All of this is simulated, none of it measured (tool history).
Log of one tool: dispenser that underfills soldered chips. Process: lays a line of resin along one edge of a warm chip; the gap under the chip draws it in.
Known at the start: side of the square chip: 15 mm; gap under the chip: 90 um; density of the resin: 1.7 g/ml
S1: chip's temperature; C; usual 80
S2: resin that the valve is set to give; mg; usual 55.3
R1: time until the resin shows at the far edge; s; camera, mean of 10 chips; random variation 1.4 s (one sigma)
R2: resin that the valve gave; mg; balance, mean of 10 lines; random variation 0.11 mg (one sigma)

run  hour  S1    S2     R1     R2
  1     0  80  55.3  171.1  55.23
  2   2.5  80  55.3  192.8  55.37
  3   7.3  80  55.3    233     55
      8.4  -- new syringe of resin
  4  11.5  80  55.3  162.9  55.05
  5  14.5  80  55.3  185.2  54.89
  6  19.2  70  55.3  318.9  55.03
     21.5  -- new syringe of resin
  7  24.4  70  55.3    216  54.84
  8    28  82  55.3  172.8  54.83
  9  32.4  89  55.3  166.7  54.73
     34.7  -- new syringe of resin
 10  36.9  89  55.3  113.9  54.64
 11    41  85  55.3  153.2  54.83
 12  44.5  85  55.3  179.7  54.58
     48.1  -- new syringe of resin
 13  49.2  79  55.3  149.9  54.63
 14  52.3  84  55.6  143.5  54.98
 15  57.2  95    70  122.5  68.97
 16  59.4  69    58  322.5  57.21
     61.3  -- new syringe of resin
 17    65  69    58  235.8  57.14
 18  67.3  79  69.1  178.4  68.04
 19  72.2  94  63.5  141.6  62.27
     74.5  -- new syringe of resin
 20  75.9  86  68.9  121.6  67.54
 21  79.9  73  63.2  225.7  61.88
 22  84.3  85  63.2    180  61.89
     87.8  -- new syringe of resin
 23  89.5  88  55.3  115.1  54.07

4 ways to go on from here, each from the tool as it stands after run 23. What would each give?
     95.5  -- dispensing valve cleaned and set on the balance
  A  95.7  88  55.3   ?   ?
     95.5  -- dispensing valve cleaned and set on the balance
  B  95.7  90  55.3   ?   ?
     95.5  -- dispensing valve cleaned and set on the balance
  C  95.7  81  47.1   ?   ?
     95.5  -- dispensing valve cleaned and set on the balance
  D  95.7  67  50.4   ?   ?

run     R1     R2
  A  140.4  55.26
  B  133.6  55.17
  C  180.2  47.14
  D  294.1  50.08
Without the tool's hidden state the same runs would have given:
run     R1     R2
  A  106.8   55.2
  B  101.5  55.12
  C  137.1  47.09
  D    224  50.02
